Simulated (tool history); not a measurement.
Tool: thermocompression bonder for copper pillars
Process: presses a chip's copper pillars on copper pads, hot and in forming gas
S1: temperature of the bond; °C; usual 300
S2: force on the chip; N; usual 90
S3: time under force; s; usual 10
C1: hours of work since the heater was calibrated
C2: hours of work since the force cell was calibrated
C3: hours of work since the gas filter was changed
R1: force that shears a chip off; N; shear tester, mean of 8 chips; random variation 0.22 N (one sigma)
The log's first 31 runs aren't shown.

run     day   S1   S2  S3   C1   C2   C3    R1
 32  53.433  300   56  17   43  673   39  70.3
 33  55.167  325   99  12   67  697   63  93.4
 34  57.283  291  108   8   96  727   92  64.9
 35  58.488  290   62  10  113  743  109  54.6
 36  60.883  290  132   9  146  777  142  70.8
 37    63.1  290  104  28  177  807  173  86.8
 38   64.65  328  104   6  198  829  194  82.7
 39  66.625  300   75   8  226  856  222  61.7
 40  67.762  300   80  10  241  872  238  67.3

4 ways to go on from here, each from the tool as it stands after run 40. What would each give?
  A  69.412  318  90  30  264  895  261   ?
  B  69.412  324  71  10  264  895  261   ?
  C  69.412  288  96  22  264  895  261   ?
  D  69.412  316  80   8  264  895  261   ?

run    R1
  A  98.9
  B  80.9
  C  78.2
  D  74.2
Without the tool's hidden state the same runs would have given:
run     R1
  A  102.2
  B   83.4
  C   80.4
  D   76.5

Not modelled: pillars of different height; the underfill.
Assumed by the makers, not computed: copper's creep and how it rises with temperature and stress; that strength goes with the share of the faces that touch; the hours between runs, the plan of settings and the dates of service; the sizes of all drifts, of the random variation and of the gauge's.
